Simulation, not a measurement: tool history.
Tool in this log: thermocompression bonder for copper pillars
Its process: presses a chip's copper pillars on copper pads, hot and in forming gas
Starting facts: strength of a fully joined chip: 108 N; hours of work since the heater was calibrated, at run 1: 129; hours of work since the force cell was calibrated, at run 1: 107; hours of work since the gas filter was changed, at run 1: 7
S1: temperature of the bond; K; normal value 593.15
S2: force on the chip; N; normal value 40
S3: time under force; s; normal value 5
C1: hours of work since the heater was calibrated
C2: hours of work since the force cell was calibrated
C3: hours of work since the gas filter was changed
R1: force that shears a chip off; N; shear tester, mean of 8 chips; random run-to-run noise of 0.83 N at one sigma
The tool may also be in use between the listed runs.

run,day,S1,S2,S3,C1,C2,C3,R1
1,0,593.15,40,5,129,107,7,63.9
2,0.508,593.15,58,5,136,114,14,85.7
3,1.271,593.15,40,15,147,125,25,84.4
4,2.104,593.15,24,5,158,137,36,37.5
5,3.012,593.15,40,5,171,149,49,65.7
6,4.067,593.15,48,5,186,164,63,73.3
7,4.896,593.15,48,5,197,175,75,74.5
8,5.367,593.15,48,5,204,182,81,75
9,6.292,593.15,28,5,217,195,94,45.1
10,7.446,621.15,40,5,233,211,110,78
11,8.029,621.15,40,5,241,219,118,78.1
12,8.521,593.15,30,5,248,226,125,48.9
13,9.196,593.15,40,5,257,235,135,63.6
14,9.729,593.15,40,5,264,243,142,63.1
15,10.754,593.15,40,5,279,257,156,62.3
16,11.7,593.15,36,5,292,270,170,57.7
17,12.508,593.15,36,5,303,281,181,57.8
18,13.483,593.15,42,5,317,295,194,65.4
19,14.196,593.15,42,5,327,305,204,66.2
20,14.958,593.15,40,5,337,315,215,62.9
21,15.562,586.15,40,4,346,324,223,54.1
22,16.333,565.15,24,3,356,334,234,21.1
# day 16.525: heater calibrated with a thermocouple chip
23,17.558,580.15,34,5,14,350,250,47.3
24,18.05,612.15,40,5,21,357,257,70.9
25,18.558,599.15,31,5,28,364,264,50.4
26,19.575,566.15,32,4,42,378,278,34.6
27,20.425,566.15,32,4,54,390,290,34.7
# day 20.883: heater calibrated with a thermocouple chip, once more
28,21.275,573.15,32,9,5,401,300,51.1
29,21.917,573.15,32,9,14,410,309,52
30,22.45,573.15,36,3,22,417,317,38.9
31,23.112,573.15,36,3,31,426,326,38.4
32,23.658,605.15,55,6,39,434,333,89.6
33,24.3,593.15,55,10,48,443,342,89.9
34,24.842,593.15,31,5,55,450,350,49.1
35,25.967,618.15,24,5,71,466,366,46.7
36,26.908,579.15,56,5,84,479,379,74.4
37,27.412,579.15,56,5,91,486,386,75.4
38,28.458,564.15,49,3,105,501,400,48.9
39,29.062,564.15,49,3,114,509,409,48.9

Alternative continuations, all from the tool just after run 39; predict every row:
A,30.112,564.15,29,3,128,524,423,?
B,30.112,564.15,49,3,128,524,423,?
C,30.112,564.15,29,3,128,524,423,?
D,30.112,593.15,40,7,128,524,423,?
E,30.112,593.15,30,13,128,524,423,?

run,R1
A,27
B,49
C,27.4
D,68.8
E,64.6
With no hidden state in the tool, these same runs would have given:
run,R1
A,28.9
B,52.1
C,29.3
D,72.6
E,68.3
